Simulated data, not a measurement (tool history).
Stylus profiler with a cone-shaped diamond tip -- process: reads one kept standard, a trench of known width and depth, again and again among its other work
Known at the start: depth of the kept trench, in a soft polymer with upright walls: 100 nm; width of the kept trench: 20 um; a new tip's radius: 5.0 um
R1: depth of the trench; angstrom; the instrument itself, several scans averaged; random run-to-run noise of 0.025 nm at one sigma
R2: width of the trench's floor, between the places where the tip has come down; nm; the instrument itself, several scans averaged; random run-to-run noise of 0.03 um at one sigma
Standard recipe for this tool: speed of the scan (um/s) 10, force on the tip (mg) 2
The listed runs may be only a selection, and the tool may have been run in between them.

{"run": 1, "day": 0.0, "speed of the scan (um/s)": 10, "force on the tip (mg)": 2, "R1": 1013.6, "R2": 17850}
{"run": 2, "day": 0.621, "speed of the scan (um/s)": 10, "force on the tip (mg)": 2, "R1": 1014.5, "R2": 17820}
{"run": 3, "day": 1.175, "speed of the scan (um/s)": 10, "force on the tip (mg)": 5.66, "R1": 1027, "R2": 17870}
{"run": 4, "day": 1.646, "speed of the scan (um/s)": 10, "force on the tip (mg)": 5.66, "R1": 1027.2, "R2": 17880}
{"run": 5, "day": 2.35, "speed of the scan (um/s)": 10, "force on the tip (mg)": 5.66, "R1": 1027.7, "R2": 17810}
{"run": 6, "day": 2.858, "speed of the scan (um/s)": 10, "force on the tip (mg)": 5.66, "R1": 1026.5, "R2": 17860}
{"run": 7, "day": 3.558, "speed of the scan (um/s)": 10, "force on the tip (mg)": 5.66, "R1": 1026.9, "R2": 17880}
{"run": 8, "day": 4.058, "speed of the scan (um/s)": 10, "force on the tip (mg)": 2.13, "R1": 1014.6, "R2": 17740}
{"run": 9, "day": 4.754, "speed of the scan (um/s)": 10, "force on the tip (mg)": 1.33, "R1": 1011.4, "R2": 17790}
{"run": 10, "day": 5.412, "speed of the scan (um/s)": 10, "force on the tip (mg)": 1.33, "R1": 1011.4, "R2": 17840}
{"run": 11, "day": 5.779, "speed of the scan (um/s)": 10, "force on the tip (mg)": 1.33, "R1": 1011.5, "R2": 17830}
{"run": 12, "day": 6.338, "speed of the scan (um/s)": 10, "force on the tip (mg)": 1.33, "R1": 1011.4, "R2": 17850}
{"run": 13, "day": 6.888, "speed of the scan (um/s)": 13, "force on the tip (mg)": 0.9, "R1": 1009.4, "R2": 17820}
{"run": 14, "day": 7.508, "speed of the scan (um/s)": 13, "force on the tip (mg)": 0.9, "R1": 1008.8, "R2": 17810}
{"run": 15, "day": 8.092, "speed of the scan (um/s)": 5, "force on the tip (mg)": 2.37, "R1": 1016, "R2": 17860}
{"run": 16, "day": 8.508, "speed of the scan (um/s)": 20, "force on the tip (mg)": 4.08, "R1": 1022.4, "R2": 17820}
{"run": 17, "day": 9.129, "speed of the scan (um/s)": 5, "force on the tip (mg)": 4.19, "R1": 1022.5, "R2": 17760}
{"run": 18, "day": 9.771, "speed of the scan (um/s)": 6, "force on the tip (mg)": 1.47, "R1": 1012.4, "R2": 17790}
{"run": 19, "day": 10.242, "speed of the scan (um/s)": 7, "force on the tip (mg)": 5.1, "R1": 1025.9, "R2": 17870}
{"run": 20, "day": 10.804, "speed of the scan (um/s)": 5, "force on the tip (mg)": 3.5, "R1": 1020.3, "R2": 17850}
{"run": 21, "day": 11.45, "speed of the scan (um/s)": 9, "force on the tip (mg)": 2.6, "R1": 1017.2, "R2": 17780}
{"run": 22, "day": 11.871, "speed of the scan (um/s)": 11, "force on the tip (mg)": 2.43, "R1": 1016.2, "R2": 17820}

Branching from run 22: 4 alternative next runs. What would each branch give?
{"run": "A", "day": 12.179, "speed of the scan (um/s)": 9, "force on the tip (mg)": 4, "R1": "?", "R2": "?"}
{"run": "B", "day": 12.179, "speed of the scan (um/s)": 14, "force on the tip (mg)": 1.01, "R1": "?", "R2": "?"}
{"run": "C", "day": 12.179, "speed of the scan (um/s)": 11, "force on the tip (mg)": 2.2, "R1": "?", "R2": "?"}
{"run": "D", "day": 12.179, "speed of the scan (um/s)": 12, "force on the tip (mg)": 2.43, "R1": "?", "R2": "?"}

run=A R1=1022.3 R2=17790
run=B R1=1010.1 R2=17780
run=C R1=1014.9 R2=17770
run=D R1=1016.1 R2=17770
Stripped of hidden state, with their random variation kept, the same runs would have yielded:
run=A R1=1020.3 R2=17950
run=B R1=1008.1 R2=17950
run=C R1=1012.9 R2=17940
run=D R1=1014.2 R2=17940

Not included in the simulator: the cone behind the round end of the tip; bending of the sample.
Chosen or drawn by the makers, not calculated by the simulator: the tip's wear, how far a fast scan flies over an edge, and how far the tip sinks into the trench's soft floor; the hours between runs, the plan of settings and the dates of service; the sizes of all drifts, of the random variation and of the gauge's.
